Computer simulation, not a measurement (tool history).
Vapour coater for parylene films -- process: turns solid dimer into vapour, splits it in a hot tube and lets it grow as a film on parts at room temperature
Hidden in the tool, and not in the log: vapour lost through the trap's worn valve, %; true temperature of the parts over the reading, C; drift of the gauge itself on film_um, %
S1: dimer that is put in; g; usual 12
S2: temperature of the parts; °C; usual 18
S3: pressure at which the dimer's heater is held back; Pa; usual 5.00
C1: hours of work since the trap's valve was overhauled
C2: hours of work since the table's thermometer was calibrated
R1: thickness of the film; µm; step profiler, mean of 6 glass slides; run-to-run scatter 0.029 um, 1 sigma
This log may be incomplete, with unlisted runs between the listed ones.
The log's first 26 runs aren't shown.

run	hour	S1	S2	S3	C1	C2	R1
27	1041.9	13	11	5.41	129	175	3.40
28	1090.9	13	19	5.41	167	212	2.84
29	1129.0	13	19	5.41	196	242	2.82
30	1151.6	13	19	5.41	214	259	2.82
# hour 1187.6: trap's valve overhauled
31	1204.0	6	29	6.31	13	297	1.04
32	1244.5	6	18	6.76	44	328	1.28
33	1267.2	6	18	8.74	61	345	1.28
34	1318.2	6	12	4.96	101	385	1.60
35	1343.7	6	12	4.96	120	404	1.55
36	1367.7	10	12	5.00	139	423	2.53
37	1420.6	11	10	11.51	180	464	2.79
38	1460.0	11	10	11.51	210	494	2.77
# hour 1498.9: trap's valve overhauled
39	1502.4	11	10	11.51	3	523	2.76

Each row is a separate what-if for the run after 39, all from the same tool condition, not one after another. Results?
A	1551.5	11	19	11.51	41	561	?
B	1551.5	11	24	11.51	41	561	?
C	1551.5	8	17	5.00	41	561	?
D	1551.5	5	10	3.00	41	561	?

run	R1
A	2.21
B	2.01
C	1.85
D	1.46
With the hidden condition removed and each run's random variation left untouched, the same runs would have given:
run	R1
A	2.22
B	2.01
C	1.85
D	1.47
